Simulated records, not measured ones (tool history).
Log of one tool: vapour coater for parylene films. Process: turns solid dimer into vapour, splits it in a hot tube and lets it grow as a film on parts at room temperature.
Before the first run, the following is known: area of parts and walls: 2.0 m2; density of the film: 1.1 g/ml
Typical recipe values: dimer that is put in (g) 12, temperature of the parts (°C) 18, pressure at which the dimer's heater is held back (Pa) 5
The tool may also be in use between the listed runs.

run,day,dimer that is put in (g),temperature of the parts (°C),pressure at which the dimer's heater is held back (Pa),thickness of the film (µm)
1,0,12,18,5,3.11
2,2.604,12,18,5,3.13
3,5.021,12,18,3.47,3.31
4,8.162,12,18,5,3.07
5,11.304,12,18,5,3.1
# day 13.225: trap's valve overhauled
6,14.258,12,18,5,3.21
7,17.338,12,18,5,3.15
8,19.212,12,18,5,3.18
9,21.508,12,18,5,3.1
10,23.862,12,18,5,3.14
11,26,12,18,5,3.06
12,28.858,12,18,5,3.07
13,30.754,12,18,5,3.03
14,32.125,12,18,5,3
15,34.971,12,18,5,2.99
# day 36.596: trap's valve overhauled
16,37.829,12,18,5,3.2
17,40.512,12,19,5,3.11
18,42.338,15,13,2.03,5.24
19,44.396,8,23,4.58,1.88
20,46.512,8,23,4.58,1.91
21,49.279,12,27,2.23,2.96
22,51.392,17,21,4.64,4.21
23,53.121,17,21,4.64,4.12
24,54.842,17,21,4.64,4.14
25,57.388,17,21,4.64,4.1
# day 59.808: trap's valve overhauled
26,60.75,17,21,4.64,4.32
27,63.725,13,18,2.54,3.86
28,66.158,14,13,6.07,3.93
29,69.075,14,13,6.07,3.97
30,71.983,12,14,7.15,3.14
31,75.162,12,14,7.15,3.11
# day 77.442: table's thermometer calibrated
32,77.442,12,14,7.15,3.18
33,80.083,12,14,7.15,3.1
# day 83.138: trap's valve overhauled
34,83.308,19,25,4.48,4.55

3 ways to go on from here, each from the tool as it stands after run 34. What would each give?
A,86.067,6,21,4.48,?
B,86.067,7,11,7.41,?
C,86.067,19,11,8.49,?

run,thickness of the film (µm)
A,1.57
B,2.06
C,5.4
Stripped of hidden state, with their random variation kept, the same runs would have yielded:
run,thickness of the film (µm)
A,1.59
B,2.09
C,5.46
